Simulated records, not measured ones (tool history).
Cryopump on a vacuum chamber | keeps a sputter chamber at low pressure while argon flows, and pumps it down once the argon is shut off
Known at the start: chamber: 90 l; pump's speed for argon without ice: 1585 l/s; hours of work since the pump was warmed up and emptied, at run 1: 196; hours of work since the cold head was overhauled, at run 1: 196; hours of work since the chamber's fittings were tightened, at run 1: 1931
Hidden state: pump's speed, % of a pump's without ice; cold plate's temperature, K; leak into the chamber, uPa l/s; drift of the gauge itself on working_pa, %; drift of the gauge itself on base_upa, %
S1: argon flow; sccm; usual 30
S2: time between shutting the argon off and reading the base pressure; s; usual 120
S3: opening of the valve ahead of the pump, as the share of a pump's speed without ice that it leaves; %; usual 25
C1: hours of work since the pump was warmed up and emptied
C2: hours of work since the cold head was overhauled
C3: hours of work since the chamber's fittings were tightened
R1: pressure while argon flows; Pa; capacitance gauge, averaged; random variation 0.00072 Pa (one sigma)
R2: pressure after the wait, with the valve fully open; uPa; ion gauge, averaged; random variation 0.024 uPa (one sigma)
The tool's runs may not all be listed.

run   hour  S1   S2  S3   C1   C2    C3      R1    R2
  1      0  30  120  25  196  196  1931  0.1301  1.28
  2    8.4  30   20  25  202  202  1938   0.131  4.62
  3   22.4  30   20  25  213  213  1949  0.1296  4.53
  4   32.2  30  120  25  221  221  1956  0.1299  1.24
  5   43.7  30  120  25  230  230  1965  0.1306  1.33
  6     58  30  120  25  241  241  1976  0.1298   1.3
  7   65.6  30  120  25  247  247  1982  0.1306  1.29
  8   75.7  30  120  25  255  255  1990  0.1299  1.29
  9   88.1  30  120  25  264  264  2000  0.1302   1.3
 10    102  30  120  25  275  275  2011  0.1306  1.33
 11  114.1  30  120  25  285  285  2020  0.1308  1.31
 12  128.1  30  160  25  296  296  2031  0.1309  1.16
 13    140  30  112  25  305  305  2041  0.1318  1.37
 14  152.6  30  112  25  315  315  2050    0.13   1.4
 15  163.3  30  120  45  323  323  2059  0.0742  1.39
 16  170.7  30  120  25  329  329  2064  0.1312   1.3
 17  183.5  30  120  50  339  339  2074  0.0662  1.32
 18  195.7  22   36  50  349  349  2084  0.0487  2.82
 19    202  47  120  25  353  353  2089  0.2035  1.32
 20  208.7  30   97  25  359  359  2094  0.1306  1.47
 21  220.7  30   97  25  368  368  2104   0.131  1.47

The next listed run, before its measurement:
 22  232.7  30  33  26  377  377  2113   ?   ?

R1: 0.1277 Pa
R2: 3.17 uPa
Without the tool's hidden state the same run would have given R1 0.1243 Pa, R2 2.65 uPa.
